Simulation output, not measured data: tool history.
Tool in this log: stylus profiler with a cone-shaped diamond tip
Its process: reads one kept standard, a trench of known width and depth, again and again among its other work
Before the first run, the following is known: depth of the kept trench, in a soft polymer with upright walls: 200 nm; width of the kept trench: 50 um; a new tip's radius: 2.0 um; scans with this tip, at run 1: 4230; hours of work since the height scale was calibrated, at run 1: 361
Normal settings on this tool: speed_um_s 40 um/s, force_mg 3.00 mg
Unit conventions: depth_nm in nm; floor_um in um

| run | hour | speed_um_s | force_mg | scans with this tip | hours of work since the height scale was calibrated | depth_nm | floor_um |
|---|---|---|---|---|---|---|---|
| 1 | 0.0 | 40 | 3.00 | 4230 | 361 | 203.46 | 47.68 |
| 2 | 16.4 | 40 | 3.00 | 4321 | 369 | 203.54 | 47.69 |
| 3 | 38.3 | 40 | 3.00 | 4442 | 379 | 203.43 | 47.67 |
| 4 | 63.7 | 40 | 3.00 | 4583 | 391 | 203.39 | 47.66 |
| 5 | 86.1 | 40 | 3.00 | 4708 | 402 | 203.46 | 47.66 |
| 6 | 97.8 | 104 | 3.00 | 4772 | 407 | 203.38 | 47.50 |
| 7 | 113.1 | 104 | 3.00 | 4858 | 415 | 203.46 | 47.47 |
| 8 | 137.5 | 55 | 3.00 | 4993 | 426 | 203.46 | 47.52 |
| 9 | 161.6 | 40 | 2.51 | 5127 | 438 | 203.10 | 47.56 |
| 10 | 187.3 | 40 | 2.51 | 5269 | 450 | 202.97 | 47.49 |
| 11 | 200.0 | 51 | 2.51 | 5340 | 456 | 203.02 | 47.53 |
| 12 | 222.2 | 40 | 8.53 | 5463 | 466 | 206.89 | 47.53 |
| 13 | 238.7 | 92 | 3.00 | 5555 | 474 | 203.32 | 47.41 |
| 14 | 260.1 | 40 | 3.19 | 5674 | 484 | 203.63 | 47.48 |
| 15 | 274.4 | 40 | 3.19 | 5753 | 491 | 203.58 | 47.47 |
| 16 | 292.1 | 34 | 1.89 | 5851 | 500 | 202.47 | 47.44 |
| 17 | 310.8 | 38 | 1.01 | 5955 | 508 | 201.55 | 47.38 |
| 18 | 336.3 | 114 | 1.04 | 6097 | 520 | 201.60 | 47.18 |
| 19 | 356.0 | 11 | 1.07 | 6206 | 530 | 201.66 | 47.46 |
| 20 | 375.0 | 11 | 1.07 | 6312 | 539 | 201.61 | 47.50 |
| 21 | 392.7 | 40 | 1.36 | 6410 | 547 | 201.95 | 47.38 |

Forecast run 22:
| 22 | 411.6 | 72 | 3.00 | 6515 | 556 | ? | ? |

Logged for run 22: depth_nm 203.46 nm, floor_um 47.37 um.
The same run, on a tool lacking any hidden state, would have yielded depth_nm 203.61 nm, floor_um 48.14 um.

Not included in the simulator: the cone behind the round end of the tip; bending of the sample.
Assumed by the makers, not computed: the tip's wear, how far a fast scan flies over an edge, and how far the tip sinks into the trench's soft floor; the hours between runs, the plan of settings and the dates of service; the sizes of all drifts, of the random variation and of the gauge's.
